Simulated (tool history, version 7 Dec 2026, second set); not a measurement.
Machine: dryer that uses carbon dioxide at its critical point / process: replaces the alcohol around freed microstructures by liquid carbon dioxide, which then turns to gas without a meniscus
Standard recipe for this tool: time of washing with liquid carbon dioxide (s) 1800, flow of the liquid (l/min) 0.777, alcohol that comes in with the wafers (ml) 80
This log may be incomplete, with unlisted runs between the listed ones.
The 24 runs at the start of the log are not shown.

run	hour	time of washing with liquid carbon dioxide (s)	flow of the liquid (l/min)	alcohol that comes in with the wafers (ml)	alcohol left in the vessel before it's heated (ppm by volume)
25	240.6	2880	0.777	80	82
26	254.9	2880	0.777	80	89
27	263.9	2880	0.777	80	88
28	275.9	2460	0.777	66	117
29	284.3	2460	0.777	66	111
30	296.3	2460	0.777	66	114
31	310.9	1260	1.158	41	157
32	320.9	1140	0.582	96	2737

What if the next run were any one of these 3? Each begins from the tool's condition after run 32:
A	329.7	2820	1.205	41	?
B	329.7	1140	0.777	29	?
C	329.7	1800	1.147	89	?

run	alcohol left in the vessel before it's heated (ppm by volume)
A	90
B	485
C	108
What these runs would have given with no unlogged condition in the tool:
run	alcohol left in the vessel before it's heated (ppm by volume)
A	9
B	274
C	15
